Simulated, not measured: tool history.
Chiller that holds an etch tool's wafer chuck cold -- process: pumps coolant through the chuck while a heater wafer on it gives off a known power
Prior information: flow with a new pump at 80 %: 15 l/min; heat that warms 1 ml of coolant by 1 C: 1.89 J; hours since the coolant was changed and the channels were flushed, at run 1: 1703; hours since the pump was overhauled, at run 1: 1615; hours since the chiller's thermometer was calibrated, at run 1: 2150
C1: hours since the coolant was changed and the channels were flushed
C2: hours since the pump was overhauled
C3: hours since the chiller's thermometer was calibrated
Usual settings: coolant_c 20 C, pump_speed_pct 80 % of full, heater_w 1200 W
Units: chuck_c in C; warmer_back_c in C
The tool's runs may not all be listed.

Run 1, day 0: usual settings; C1 1703; C2 1615; C3 2150. Result: chuck_c 32.8 C, warmer_back_c 2.63 C.
Run 2, day 3.25: usual settings; C1 1781; C2 1693; C3 2228. Result: chuck_c 33.2 C, warmer_back_c 2.68 C.
Run 3, day 6.246: usual settings but pump_speed_pct 61 % of full; C1 1853; C2 1765; C3 2300. Result: chuck_c 36.1 C, warmer_back_c 3.52 C.
Run 4, day 10.225: usual settings but pump_speed_pct 79 % of full; C1 1949; C2 1861; C3 2395. Result: chuck_c 33.3 C, warmer_back_c 2.74 C.
Run 5, day 12.062: usual settings; C1 1993; C2 1905; C3 2439. Result: chuck_c 33.2 C, warmer_back_c 2.71 C.
Run 6, day 16.112: usual settings; C1 2090; C2 2002; C3 2536. Result: chuck_c 33.5 C, warmer_back_c 2.73 C.
Run 7, day 17.992: usual settings; C1 2135; C2 2047; C3 2581. Result: chuck_c 33.4 C, warmer_back_c 2.76 C.
Run 8, day 21.667: usual settings; C1 2223; C2 2135; C3 2670. Result: chuck_c 33.6 C, warmer_back_c 2.75 C.
Run 9, day 24.862: usual settings; C1 2300; C2 2212; C3 2746. Result: chuck_c 33.7 C, warmer_back_c 2.81 C.
Run 10, day 26.992: usual settings; C1 2351; C2 2263; C3 2797. Result: chuck_c 33.6 C, warmer_back_c 2.73 C.
Run 11, day 29.912: usual settings; C1 2421; C2 2333; C3 2868. Result: chuck_c 33.7 C, warmer_back_c 2.74 C.
Run 12, day 33.092: usual settings; C1 2497; C2 2409; C3 2944. Result: chuck_c 33.7 C, warmer_back_c 2.72 C.
Run 13, day 36.142: usual settings; C1 2571; C2 2483; C3 3017. Result: chuck_c 33.9 C, warmer_back_c 2.78 C.
Run 14, day 39.242: usual settings; C1 2645; C2 2557; C3 3092. Result: chuck_c 33.9 C, warmer_back_c 2.74 C.
Run 15, day 42.129: usual settings but coolant_c 28 C; C1 2714; C2 2626; C3 3161. Result: chuck_c 42.1 C, warmer_back_c 2.81 C.
Run 16, day 45.446: usual settings but pump_speed_pct 81 % of full; C1 2794; C2 2706; C3 3240. Result: chuck_c 33.9 C, warmer_back_c 2.75 C.
Run 17, day 49.258: usual settings but pump_speed_pct 87 % of full, heater_w 1794 W; C1 2885; C2 2797; C3 3332. Result: chuck_c 39.8 C, warmer_back_c 3.8 C.
At day 49.483: chiller's thermometer calibrated.
At day 51.183: coolant changed, channels flushed.
Run 18, day 51.425: usual settings but coolant_c 24 C, pump_speed_pct 86 % of full, heater_w 1794 W; C1 6; C2 2842; C3 41. Result: chuck_c 42.4 C, warmer_back_c 3.92 C.
Run 19, day 54.146: usual settings but coolant_c 24 C, pump_speed_pct 86 % of full, heater_w 1794 W; C1 71; C2 2908; C3 106. Result: chuck_c 42.6 C, warmer_back_c 3.92 C.
Run 20, day 56.954: usual settings but coolant_c 24 C, pump_speed_pct 64 % of full, heater_w 861 W; C1 139; C2 2975; C3 173. Result: chuck_c 35.2 C, warmer_back_c 2.53 C.
Run 21, day 60.954: usual settings but coolant_c 24 C, pump_speed_pct 64 % of full, heater_w 861 W; C1 234; C2 3071; C3 269. Result: chuck_c 35.3 C, warmer_back_c 2.47 C.
Run 22, day 63.258: usual settings but coolant_c 24 C, pump_speed_pct 72 % of full, heater_w 702 W; C1 290; C2 3126; C3 325. Result: chuck_c 32.6 C, warmer_back_c 1.83 C.
At day 64.921: chiller's thermometer calibrated, once more.
Run 23, day 66.042: usual settings but coolant_c 24 C, pump_speed_pct 72 % of full, heater_w 702 W; C1 356; C2 3192; C3 27. Result: chuck_c 32.2 C, warmer_back_c 1.87 C.
Run 24, day 68.933: usual settings but coolant_c 28 C, heater_w 1268 W; C1 425; C2 3262; C3 96. Result: chuck_c 41.8 C, warmer_back_c 3.04 C.
Run 25, day 72.171: usual settings but coolant_c 19 C, pump_speed_pct 73 % of full, heater_w 636 W; C1 503; C2 3339; C3 174. Result: chuck_c 26.4 C, warmer_back_c 1.62 C.
Run 26, day 74.358: usual settings but coolant_c 15 C; C1 555; C2 3392; C3 226. Result: chuck_c 28 C, warmer_back_c 2.9 C.
Run 27, day 78.067: usual settings but coolant_c 14 C, pump_speed_pct 84 % of full, heater_w 696 W; C1 644; C2 3481; C3 315. Result: chuck_c 21.4 C, warmer_back_c 1.62 C.
Run 28, day 80.008: usual settings but coolant_c 14 C, pump_speed_pct 70 % of full, heater_w 1002 W; C1 691; C2 3527; C3 362. Result: chuck_c 26 C, warmer_back_c 2.7 C.
Run 29, day 84.212: usual settings but coolant_c 10 C, pump_speed_pct 67 % of full, heater_w 739 W; C1 792; C2 3628; C3 463. Result: chuck_c 19.4 C, warmer_back_c 2.1 C.
Run 30, day 86.617: usual settings but pump_speed_pct 62 % of full; C1 849; C2 3686; C3 521. Result: chuck_c 36 C, warmer_back_c 3.75 C.
Run 31, day 90.683: usual settings but coolant_c 18 C, pump_speed_pct 62 % of full, heater_w 931 W; C1 947; C2 3784; C3 618. Result: chuck_c 30.6 C, warmer_back_c 2.94 C.

Branching from run 31: 5 alternative next runs. What would each branch give?
Run A, day 93.067: usual settings but coolant_c 23 C, pump_speed_pct 77 % of full; C1 1004; C2 3841; C3 675. Result: chuck_c ?, warmer_back_c ?.
Run B, day 93.067: usual settings but coolant_c 18 C, pump_speed_pct 62 % of full, heater_w 892 W; C1 1004; C2 3841; C3 675. Result: chuck_c ?, warmer_back_c ?.
Run C, day 93.067: usual settings but coolant_c 26 C, pump_speed_pct 62 % of full, heater_w 931 W; C1 1004; C2 3841; C3 675. Result: chuck_c ?, warmer_back_c ?.
Run D, day 93.067: usual settings but heater_w 1491 W; C1 1004; C2 3841; C3 675. Result: chuck_c ?, warmer_back_c ?.
Run E, day 93.067: usual settings but coolant_c 24 C, pump_speed_pct 92 % of full, heater_w 793 W; C1 1004; C2 3841; C3 675. Result: chuck_c ?, warmer_back_c ?.

run  chuck_c  warmer_back_c
  A     36.8              3
  B     30.1            2.8
  C     38.4           2.95
  D     36.7           3.55
  E     31.9            1.7
Take away the tool's hidden state, keep each run's random variation, and the runs would have read:
run  chuck_c  warmer_back_c
  A     35.1           2.61
  B     28.6           2.44
  C     36.8           2.58
  D     34.7           3.08
  E     30.9           1.48
